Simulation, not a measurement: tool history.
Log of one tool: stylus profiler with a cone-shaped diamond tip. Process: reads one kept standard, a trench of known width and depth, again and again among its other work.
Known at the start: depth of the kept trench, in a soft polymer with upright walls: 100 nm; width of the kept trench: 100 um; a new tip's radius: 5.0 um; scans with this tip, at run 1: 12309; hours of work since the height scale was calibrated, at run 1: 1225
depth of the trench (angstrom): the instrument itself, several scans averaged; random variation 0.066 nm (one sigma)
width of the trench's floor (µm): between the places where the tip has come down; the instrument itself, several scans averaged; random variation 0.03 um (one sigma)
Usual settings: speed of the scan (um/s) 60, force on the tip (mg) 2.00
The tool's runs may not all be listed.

| run | day | speed of the scan (um/s) | force on the tip (mg) | scans with this tip | hours of work since the height scale was calibrated | depth of the trench (angstrom) | width of the trench's floor (µm) |
|---|---|---|---|---|---|---|---|
| 1 | 0.000 | 60 | 2.00 | 12309 | 1225 | 1005.7 | 97.84 |
| 2 | 0.804 | 60 | 2.00 | 12463 | 1240 | 1006.8 | 97.86 |
| 3 | 1.296 | 60 | 2.00 | 12557 | 1249 | 1007.7 | 97.80 |
| 4 | 2.329 | 60 | 2.00 | 12754 | 1269 | 1007.2 | 97.87 |
| 5 | 3.279 | 60 | 2.00 | 12936 | 1287 | 1006.6 | 97.85 |
| 6 | 4.333 | 60 | 2.00 | 13136 | 1307 | 1005.6 | 97.78 |
| 7 | 4.996 | 60 | 2.00 | 13263 | 1319 | 1006.3 | 97.82 |
| 8 | 5.458 | 60 | 2.00 | 13351 | 1328 | 1006.3 | 97.86 |
| 9 | 6.283 | 60 | 2.00 | 13508 | 1344 | 1006.1 | 97.79 |
| 10 | 7.104 | 227 | 4.67 | 13665 | 1359 | 1011.6 | 97.69 |
| 11 | 7.571 | 227 | 4.67 | 13754 | 1368 | 1011.2 | 97.54 |
| 12 | 8.633 | 70 | 2.20 | 13957 | 1388 | 1005.5 | 97.84 |
| 13 | 9.196 | 39 | 1.69 | 14065 | 1399 | 1004.8 | 97.92 |
| 14 | 9.717 | 39 | 1.69 | 14164 | 1409 | 1005.5 | 97.90 |

Forecast run 15:
| 15 | 10.362 | 19 | 2.02 | 14287 | 1421 | ? | ? |

Run 15 gave depth of the trench (angstrom) 1006.6, width of the trench's floor (µm) 97.89.
Without the tool's hidden state the same run would have given depth of the trench (angstrom) 1006.7, width of the trench's floor (µm) 97.92.
